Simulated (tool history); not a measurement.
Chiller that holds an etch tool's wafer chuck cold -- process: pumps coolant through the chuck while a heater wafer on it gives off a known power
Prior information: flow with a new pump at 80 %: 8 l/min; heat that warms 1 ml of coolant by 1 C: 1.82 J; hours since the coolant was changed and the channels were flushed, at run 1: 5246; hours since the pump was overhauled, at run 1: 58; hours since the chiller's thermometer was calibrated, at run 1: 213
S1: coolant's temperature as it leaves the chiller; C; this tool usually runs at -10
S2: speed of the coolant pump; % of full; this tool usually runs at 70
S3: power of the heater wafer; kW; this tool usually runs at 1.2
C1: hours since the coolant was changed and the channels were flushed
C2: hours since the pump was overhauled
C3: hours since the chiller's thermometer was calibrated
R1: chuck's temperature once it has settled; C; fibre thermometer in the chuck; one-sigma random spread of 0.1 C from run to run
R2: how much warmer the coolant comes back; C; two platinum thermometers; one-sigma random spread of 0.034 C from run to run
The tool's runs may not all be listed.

run,hour,S1,S2,S3,C1,C2,C3,R1,R2
1,0,-10,70,1.2,5246,58,213,5.2,5.68
2,33.5,-10,70,1.2,5280,92,247,5.3,5.68
3,60.4,-10,70,1.2,5307,119,274,5.2,5.69
4,82,-10,86,1.2,5328,140,295,3.6,4.68
5,115.1,-10,86,1.2,5362,173,329,3.5,4.65
6,130.8,-10,86,1.2,5377,189,344,3.4,4.66
7,158.4,-10,70,1.1,5405,217,372,4.1,5.23
8,183.8,-10,91,1.1,5430,242,397,2,4.03
9,204.7,-10,91,1.1,5451,263,418,1.8,4.06
10,240.1,-10,91,1.1,5487,298,454,1.9,4.06
# hour 244.5: chiller's thermometer calibrated
11,277.4,-10,72,1.2,5523,335,33,4.8,5.51
12,298.6,-4,70,1.208,5544,356,54,11.3,5.72
13,318.6,-4,70,1.005,5564,376,74,8.7,4.77
# hour 344.1: chiller's thermometer calibrated, once more
14,358.1,-10,92,1.472,5603,414,14,6,5.41
15,383.8,-10,85,1.443,5628,440,40,6.4,5.68
16,409.2,-10,85,1.443,5654,466,65,6.4,5.7
17,438.4,-10,85,1.443,5683,495,94,6.4,5.71
18,472.9,-10,85,1.443,5717,529,129,6.3,5.74
19,493.7,-10,85,1.443,5738,550,150,6.2,5.72
20,510.5,-12,70,1.04,5755,567,166,1.2,4.95
21,529.5,-12,63,0.752,5774,586,185,-1.8,3.96

What if the next run were any one of these 5? Each begins from the tool's condition after run 21:
A,552.1,-7,70,0.746,5797,608,208,?,?
B,552.1,-4,86,1.195,5797,608,208,?,?
C,552.1,-12,64,0.752,5797,608,208,?,?
D,552.1,0,100,1.127,5797,608,208,?,?
E,552.1,-19,70,1.2,5797,608,208,?,?

run,R1,R2
A,2.3,3.59
B,9.5,4.68
C,-2,3.89
D,11.8,3.81
E,-3.6,5.76
What these runs would have given with no unlogged condition in the tool:
run,R1,R2
A,1.7,3.53
B,8.6,4.6
C,-2.6,3.83
D,10.9,3.74
E,-4.7,5.66

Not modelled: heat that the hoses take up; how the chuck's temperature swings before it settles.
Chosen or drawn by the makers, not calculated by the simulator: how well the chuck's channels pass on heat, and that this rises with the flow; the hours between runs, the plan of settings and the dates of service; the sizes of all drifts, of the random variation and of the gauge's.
